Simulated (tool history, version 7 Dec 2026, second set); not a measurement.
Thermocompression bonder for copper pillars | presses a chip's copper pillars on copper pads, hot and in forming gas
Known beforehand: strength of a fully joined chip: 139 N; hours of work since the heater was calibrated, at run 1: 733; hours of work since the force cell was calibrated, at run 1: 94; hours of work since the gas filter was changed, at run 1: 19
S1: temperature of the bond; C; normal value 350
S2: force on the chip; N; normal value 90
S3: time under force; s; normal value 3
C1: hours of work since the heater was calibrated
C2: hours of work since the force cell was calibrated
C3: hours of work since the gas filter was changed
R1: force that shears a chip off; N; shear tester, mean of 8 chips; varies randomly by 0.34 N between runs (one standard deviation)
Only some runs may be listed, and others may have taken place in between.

| run | hour | S1 | S2 | S3 | C1 | C2 | C3 | R1 |
|---|---|---|---|---|---|---|---|---|
| 1 | 0.0 | 350 | 90 | 3 | 733 | 94 | 19 | 81.7 |
| 2 | 6.4 | 350 | 90 | 3 | 737 | 98 | 23 | 81.9 |
| 3 | 12.2 | 350 | 90 | 3 | 740 | 102 | 26 | 81.4 |
| 4 | 15.9 | 350 | 90 | 3 | 742 | 104 | 28 | 82.4 |
| 5 | 20.4 | 327 | 90 | 3 | 745 | 106 | 31 | 64.2 |
| 6 | 27.2 | 327 | 90 | 3 | 749 | 111 | 35 | 63.8 |
| 7 | 33.4 | 327 | 90 | 3 | 753 | 114 | 39 | 63.8 |
| 8 | 41.2 | 327 | 90 | 3 | 758 | 119 | 44 | 64.4 |
| 9 | 45.8 | 350 | 90 | 3 | 760 | 122 | 46 | 81.8 |
| 10 | 50.4 | 350 | 90 | 3 | 763 | 125 | 49 | 81.5 |
| 11 | 57.8 | 350 | 66 | 3 | 768 | 129 | 54 | 64.3 |
| 12 | 63.9 | 350 | 66 | 3 | 771 | 133 | 57 | 64.6 |
| 13 | 69.5 | 322 | 90 | 3 | 775 | 136 | 61 | 59.8 |
| 14 | 77.6 | 322 | 90 | 3 | 780 | 141 | 66 | 60.5 |
| 15 | 86.4 | 322 | 90 | 3 | 785 | 146 | 71 | 60.3 |
| 16 | 93.8 | 322 | 90 | 3 | 790 | 151 | 75 | 59.7 |
| 17 | 97.5 | 350 | 104 | 3 | 792 | 153 | 78 | 90.3 |
| 18 | 104.7 | 350 | 90 | 2 | 796 | 157 | 82 | 72.0 |
| 19 | 112.8 | 350 | 90 | 2 | 801 | 162 | 87 | 72.4 |
| 20 | 121.7 | 350 | 90 | 2 | 806 | 168 | 92 | 71.2 |
| 21 | 127.7 | 350 | 90 | 2 | 810 | 171 | 96 | 71.1 |
| 22 | 132.8 | 329 | 55 | 5 | 813 | 174 | 99 | 52.1 |
| 23 | 140.0 | 329 | 55 | 5 | 817 | 179 | 103 | 52.1 |
| 24 | 147.8 | 350 | 63 | 3 | 822 | 184 | 108 | 62.4 |
| 25 | 155.6 | 370 | 70 | 2 | 827 | 188 | 113 | 72.7 |
| 26 | 160.5 | 347 | 110 | 3 | 830 | 191 | 116 | 91.0 |
| 27 | 165.7 | 324 | 59 | 3 | 833 | 194 | 119 | 42.8 |
| 28 | 172.4 | 320 | 133 | 3 | 837 | 198 | 123 | 79.3 |
| 29 | 181.0 | 350 | 90 | 2 | 842 | 204 | 128 | 71.8 |
| 30 | 186.9 | 375 | 63 | 8 | 846 | 207 | 132 | 105.3 |
| 31 | 191.4 | 355 | 110 | 8 | 849 | 210 | 134 | 119.6 |
| 32 | 197.3 | 364 | 57 | 6 | 852 | 213 | 138 | 84.1 |
| 33 | 203.0 | 345 | 59 | 3 | 856 | 217 | 141 | 55.7 |
| 34 | 208.9 | 372 | 55 | 8 | 859 | 220 | 145 | 95.2 |
| 35 | 217.9 | 345 | 73 | 2 | 865 | 226 | 151 | 57.1 |
| 36 | 224.0 | 345 | 73 | 2 | 868 | 230 | 154 | 56.6 |
| 37 | 229.5 | 331 | 73 | 2 | 872 | 233 | 158 | 48.3 |
|  | 235.3 | forming gas filter changed |
| 38 | 235.8 | 331 | 73 | 2 | 875 | 236 | 0 | 48.0 |
| 39 | 240.1 | 368 | 105 | 3 | 878 | 239 | 3 | 104.6 |
| 40 | 245.1 | 357 | 105 | 3 | 881 | 242 | 6 | 96.9 |
| 41 | 248.8 | 357 | 105 | 3 | 883 | 244 | 8 | 96.5 |

Each row is a separate what-if for the run after 41, all from the same tool condition, not one after another. Results?
| A | 254.5 | 325 | 128 | 3 | 886 | 248 | 12 | ? |
| B | 254.5 | 349 | 92 | 7 | 886 | 248 | 12 | ? |
| C | 254.5 | 350 | 90 | 3 | 886 | 248 | 12 | ? |

| run | R1 |
|---|---|
| A | 81.5 |
| B | 103.4 |
| C | 82.2 |
Stripped of hidden state, with their random variation kept, the same runs would have yielded:
| run | R1 |
|---|---|
| A | 81.3 |
| B | 103.2 |
| C | 82.0 |
